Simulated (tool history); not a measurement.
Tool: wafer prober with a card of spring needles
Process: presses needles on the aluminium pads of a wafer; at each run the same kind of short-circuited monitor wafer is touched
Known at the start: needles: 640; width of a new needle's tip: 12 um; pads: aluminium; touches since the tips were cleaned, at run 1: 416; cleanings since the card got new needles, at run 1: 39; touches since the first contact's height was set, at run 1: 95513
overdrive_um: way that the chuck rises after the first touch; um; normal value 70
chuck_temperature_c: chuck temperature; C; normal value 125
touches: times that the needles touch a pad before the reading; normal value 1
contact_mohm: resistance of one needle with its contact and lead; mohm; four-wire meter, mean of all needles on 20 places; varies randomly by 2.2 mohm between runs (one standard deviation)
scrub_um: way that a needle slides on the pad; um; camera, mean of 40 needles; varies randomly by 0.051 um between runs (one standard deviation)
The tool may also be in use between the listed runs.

run	hour	overdrive_um	chuck_temperature_c	touches	touches since the tips were cleaned	cleanings since the card got new needles	touches since the first contact's height was set	contact_mohm	scrub_um
1	0.0	70	125	1	416	39	95513	242	8.68
# hour 2.8: tips cleaned on abrasive film
2	4.8	70	125	1	1411	40	98828	245	8.68
# hour 6.4: tips cleaned on abrasive film
# hour 9.9: tips cleaned on abrasive film
# hour 13.6: tips cleaned on abrasive film
3	16.2	70	125	1	1819	43	106551	244	8.67
# hour 17.0: tips cleaned on abrasive film
# hour 20.8: tips cleaned on abrasive film
# hour 24.6: tips cleaned on abrasive film
4	26.3	70	125	1	1170	46	113392	242	8.70
# hour 27.8: tips cleaned on abrasive film
# hour 31.4: tips cleaned on abrasive film
5	31.8	70	125	1	303	48	117155	241	8.75
# hour 34.7: tips cleaned on abrasive film
# hour 38.1: tips cleaned on abrasive film
6	39.9	70	125	1	1292	50	122664	244	8.70
# hour 41.5: tips cleaned on abrasive film
# hour 45.2: tips cleaned on abrasive film
7	45.5	70	125	1	193	52	126398	247	8.75
# hour 49.0: tips cleaned on abrasive film
# hour 52.5: tips cleaned on abrasive film
8	52.5	70	125	1	0	54	131209	239	8.73
# hour 55.9: tips cleaned on abrasive film
# hour 59.7: tips cleaned on abrasive film
# hour 63.2: tips cleaned on abrasive film
9	63.2	70	125	1	27	57	138490	240	8.69
# hour 66.6: tips cleaned on abrasive film
# hour 70.4: tips cleaned on abrasive film
# hour 73.5: tips cleaned on abrasive film
10	73.5	70	125	1	0	60	145453	244	8.65
# hour 77.2: tips cleaned on abrasive film
# hour 80.4: tips cleaned on abrasive film
# hour 83.9: tips cleaned on abrasive film
11	83.9	70	125	1	0	63	152504	243	8.68
# hour 87.2: tips cleaned on abrasive film
# hour 90.7: tips cleaned on abrasive film
12	92.4	88	125	1	1204	65	158317	246	10.80
# hour 94.4: tips cleaned on abrasive film
# hour 97.6: tips cleaned on abrasive film
# hour 101.1: tips cleaned on abrasive film
13	103.9	70	125	1	1998	68	166191	248	8.60
# hour 104.8: tips cleaned on abrasive film
# hour 108.5: tips cleaned on abrasive film
14	109.5	68	125	1	669	70	169932	248	8.44
# hour 111.8: tips cleaned on abrasive film
# hour 115.3: tips cleaned on abrasive film
15	118.2	58	125	2	1984	72	175858	247	7.06
# hour 118.9: tips cleaned on abrasive film
# hour 122.2: tips cleaned on abrasive film
# hour 125.4: tips cleaned on abrasive film
# hour 128.5: tips cleaned on abrasive film
16	129.0	58	125	2	318	76	183130	247	7.14
# hour 131.6: tips cleaned on abrasive film
# hour 134.9: tips cleaned on abrasive film
# hour 138.5: tips cleaned on abrasive film
17	139.9	58	125	2	1005	79	190611	247	7.06
# hour 142.0: tips cleaned on abrasive film
# hour 145.1: tips cleaned on abrasive film
# hour 148.6: tips cleaned on abrasive film
18	150.5	58	125	2	1325	82	197773	247	7.10
# hour 152.0: tips cleaned on abrasive film
# hour 153.9: height of the first contact set anew
# hour 155.5: tips cleaned on abrasive film
# hour 159.3: tips cleaned on abrasive film
19	161.7	82	125	2	1724	85	5310	241	10.05
# hour 162.6: tips cleaned on abrasive film
# hour 166.1: tips cleaned on abrasive film
# hour 169.4: tips cleaned on abrasive film
# hour 172.8: tips cleaned on abrasive film
20	173.1	82	125	2	221	89	13022	239	10.00
# hour 176.2: tips cleaned on abrasive film
# hour 179.8: tips cleaned on abrasive film
21	180.1	82	125	2	203	91	17761	243	9.94
# hour 183.0: tips cleaned on abrasive film
# hour 186.2: tips cleaned on abrasive film
22	187.2	68	87	2	712	93	22597	238	8.26
# hour 189.6: tips cleaned on abrasive film
23	192.1	74	53	1	1790	94	25949	227	9.03
# hour 192.8: tips cleaned on abrasive film
# hour 196.2: tips cleaned on abrasive film
# hour 199.7: tips cleaned on abrasive film
24	202.6	74	53	1	2014	97	33049	225	9.04

Run 25 has not been measured yet. What should we expect?
# hour 203.4: tips cleaned on abrasive film
# hour 206.8: tips cleaned on abrasive film
# hour 210.3: tips cleaned on abrasive film
# hour 213.9: tips cleaned on abrasive film
25	213.9	74	53	1	0	101	40666	?	?

{"run 25": {"contact_mohm": 228, "scrub_um": 9.0}}
On a tool with no hidden condition, and with the same random variation, this run would have come out at contact_mohm 228 mohm, scrub_um 9.26 um.
